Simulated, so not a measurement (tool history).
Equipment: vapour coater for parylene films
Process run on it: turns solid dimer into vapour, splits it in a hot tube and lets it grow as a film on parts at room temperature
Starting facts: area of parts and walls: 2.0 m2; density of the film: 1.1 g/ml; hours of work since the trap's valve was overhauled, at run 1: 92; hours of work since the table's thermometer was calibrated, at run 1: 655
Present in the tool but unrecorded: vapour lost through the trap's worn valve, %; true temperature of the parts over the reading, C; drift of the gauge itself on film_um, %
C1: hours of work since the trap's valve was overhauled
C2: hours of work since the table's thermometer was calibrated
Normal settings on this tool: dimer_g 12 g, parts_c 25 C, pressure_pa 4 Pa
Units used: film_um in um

Run 1, hour 0: usual settings; C1 92; C2 655. Result: film_um 3.21 um.
Run 2, hour 12.9: usual settings but dimer_g 20 g; C1 98; C2 662. Result: film_um 5.41 um.
Run 3, hour 39.2: usual settings but dimer_g 20 g; C1 112; C2 675. Result: film_um 5.39 um.
Run 4, hour 56.4: usual settings but dimer_g 20 g; C1 121; C2 684. Result: film_um 5.36 um.
Run 5, hour 70: usual settings but dimer_g 20 g; C1 128; C2 692. Result: film_um 5.24 um.
Run 6, hour 99.4: usual settings but parts_c 23 C; C1 144; C2 707. Result: film_um 3.46 um.
Run 7, hour 119.6: usual settings but parts_c 23 C; C1 154; C2 718. Result: film_um 3.5 um.
Run 8, hour 138.5: usual settings but parts_c 23 C; C1 164; C2 728. Result: film_um 3.5 um.
Run 9, hour 154.1: usual settings but parts_c 30 C, pressure_pa 3.09 Pa; C1 173; C2 736. Result: film_um 2.77 um.
Run 10, hour 168.2: usual settings but parts_c 23 C, pressure_pa 3.09 Pa; C1 180; C2 743. Result: film_um 3.7 um.
Run 11, hour 189: usual settings but parts_c 23 C; C1 191; C2 754. Result: film_um 3.46 um.
Run 12, hour 215.1: usual settings but parts_c 17 C, pressure_pa 4.07 Pa; C1 205; C2 768. Result: film_um 4.3 um.
Run 13, hour 241.9: usual settings but parts_c 27 C, pressure_pa 6.84 Pa; C1 219; C2 782. Result: film_um 2.77 um.
Run 14, hour 262.9: usual settings but dimer_g 15 g, parts_c 23 C, pressure_pa 8.7 Pa; C1 230; C2 793. Result: film_um 3.77 um.
Run 15, hour 281.5: usual settings but dimer_g 19 g; C1 240; C2 803. Result: film_um 5.07 um.
Run 16, hour 311.9: usual settings but dimer_g 14 g, parts_c 18 C, pressure_pa 5.58 Pa; C1 256; C2 819. Result: film_um 4.57 um.

Here are 5 independent what-if runs from the current tool condition. What would each one return?
Run A, hour 335.8: usual settings but dimer_g 9 g, parts_c 18 C, pressure_pa 8.06 Pa; C1 268; C2 831. Result: film_um ?.
Run B, hour 335.8: usual settings but dimer_g 6 g, pressure_pa 5.83 Pa; C1 268; C2 831. Result: film_um ?.
Run C, hour 335.8: usual settings but dimer_g 6 g; C1 268; C2 831. Result: film_um ?.
Run D, hour 335.8: usual settings; C1 268; C2 831. Result: film_um ?.
Run E, hour 335.8: usual settings but dimer_g 19 g, pressure_pa 3.37 Pa; C1 268; C2 831. Result: film_um ?.

run  film_um
  A     2.76
  B     1.54
  C     1.61
  D     3.22
  E     5.21
With the hidden condition removed and each run's random variation left untouched, the same runs would have given:
run  film_um
  A     2.77
  B     1.55
  C     1.62
  D     3.24
  E     5.23

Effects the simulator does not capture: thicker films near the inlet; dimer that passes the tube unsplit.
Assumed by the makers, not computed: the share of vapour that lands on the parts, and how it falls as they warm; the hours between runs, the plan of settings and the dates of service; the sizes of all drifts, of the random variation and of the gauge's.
